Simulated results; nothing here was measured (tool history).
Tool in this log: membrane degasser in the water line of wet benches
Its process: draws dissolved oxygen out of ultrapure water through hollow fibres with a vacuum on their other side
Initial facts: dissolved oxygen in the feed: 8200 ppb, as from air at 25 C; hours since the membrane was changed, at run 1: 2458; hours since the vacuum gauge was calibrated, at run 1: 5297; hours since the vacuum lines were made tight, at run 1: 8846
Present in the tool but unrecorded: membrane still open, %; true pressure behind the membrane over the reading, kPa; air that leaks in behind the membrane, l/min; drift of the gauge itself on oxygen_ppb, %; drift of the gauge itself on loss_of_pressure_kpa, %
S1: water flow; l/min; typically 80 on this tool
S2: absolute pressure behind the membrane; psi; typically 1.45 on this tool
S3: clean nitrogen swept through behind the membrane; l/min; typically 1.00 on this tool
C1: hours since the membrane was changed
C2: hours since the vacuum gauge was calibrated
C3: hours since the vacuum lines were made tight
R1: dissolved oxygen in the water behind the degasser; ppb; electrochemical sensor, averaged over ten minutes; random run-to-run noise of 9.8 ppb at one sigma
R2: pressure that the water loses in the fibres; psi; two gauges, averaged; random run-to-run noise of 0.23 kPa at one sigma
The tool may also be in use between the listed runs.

run	hour	S1	S2	S3	C1	C2	C3	R1	R2
1	0.0	80	1.45	1.00	2458	5297	8846	972.7	8.591
2	40.6	80	1.45	1.00	2498	5337	8887	959.8	8.504
3	110.6	80	1.45	1.00	2568	5407	8957	976.2	8.538
4	160.8	80	1.45	1.00	2618	5458	9007	1004.1	8.424
5	212.6	80	1.86	1.00	2670	5509	9059	1295.1	8.511
# hour 230.3: vacuum gauge calibrated
6	241.8	127	1.45	1.00	2699	11	9088	1552.5	13.471
7	301.5	127	1.45	1.00	2759	71	9147	1598.5	13.532
8	357.6	80	1.45	1.08	2815	127	9203	918.6	8.446
9	411.1	80	1.45	1.00	2868	181	9257	979.9	8.477
10	452.9	80	1.45	1.00	2910	223	9299	970.1	8.417
11	509.6	80	1.45	1.00	2967	279	9355	984.9	8.440
12	543.1	80	1.45	1.00	3000	313	9389	978.9	8.376
13	580.5	80	1.45	1.00	3038	350	9426	990.0	8.405
14	624.2	80	1.45	1.00	3081	394	9470	992.6	8.395
15	668.1	80	1.45	1.00	3125	438	9514	977.9	8.343
16	735.7	80	1.45	1.00	3193	505	9581	998.1	8.451
17	785.7	84	0.99	1.85	3243	555	9631	483.7	8.788
18	851.7	84	0.99	1.85	3309	621	9697	491.6	8.765
# hour 858.2: gauge calibrated
19	894.9	80	3.45	1.72	3352	665	9741	1681.0	8.583
20	957.1	127	1.45	1.33	3414	727	9803	1409.3	13.576
21	1024.3	69	1.41	0.54	3481	794	9870	1166.7	7.324
22	1058.6	52	2.28	2.12	3516	828	9904	642.0	5.511
23	1093.7	92	0.91	1.00	3551	863	9939	662.9	9.770
24	1142.0	56	1.45	1.48	3599	912	9988	535.6	5.907
25	1179.8	115	3.23	0.60	3637	950	10026	3435.2	12.240
26	1235.2	115	3.23	0.60	3692	1005	10081	3442.0	12.170
27	1293.2	115	3.23	0.60	3750	1063	10139	3433.7	12.128
28	1331.3	60	1.45	0.44	3788	1101	10177	1180.0	6.347
29	1373.3	89	2.64	0.71	3830	1143	10219	2304.2	9.364
30	1414.7	85	0.94	1.00	3872	1184	10260	627.2	8.897
31	1462.1	105	1.58	0.60	3919	1232	10308	1741.4	11.003

Hidden state or all else? Some run-to-run changes of R2, split into what the settings, what came in and random variation would give without the hidden state, and what is left for the hidden state (with any gauge scatter that isn't in both results):
Run 18 -> 19: S1 84 -> 80, S2 0.99 -> 3.45, S3 1.85 -> 1.72, gauge calibrated. R2 -0.181 psi: hidden state +0.191, all else -0.373.
Run 20 -> 21: S1 127 -> 69, S2 1.45 -> 1.41, S3 1.33 -> 0.54. R2 -6.251 psi: hidden state +0.001, all else -6.253.
Run 24 -> 25: S1 56 -> 115, S2 1.45 -> 3.23, S3 1.48 -> 0.60. R2 +6.332 psi: hidden state -0.058, all else +6.390.
Run 27 -> 28: S1 115 -> 60, S2 3.23 -> 1.45, S3 0.60 -> 0.44. R2 -5.781 psi: hidden state +0.059, all else -5.841.
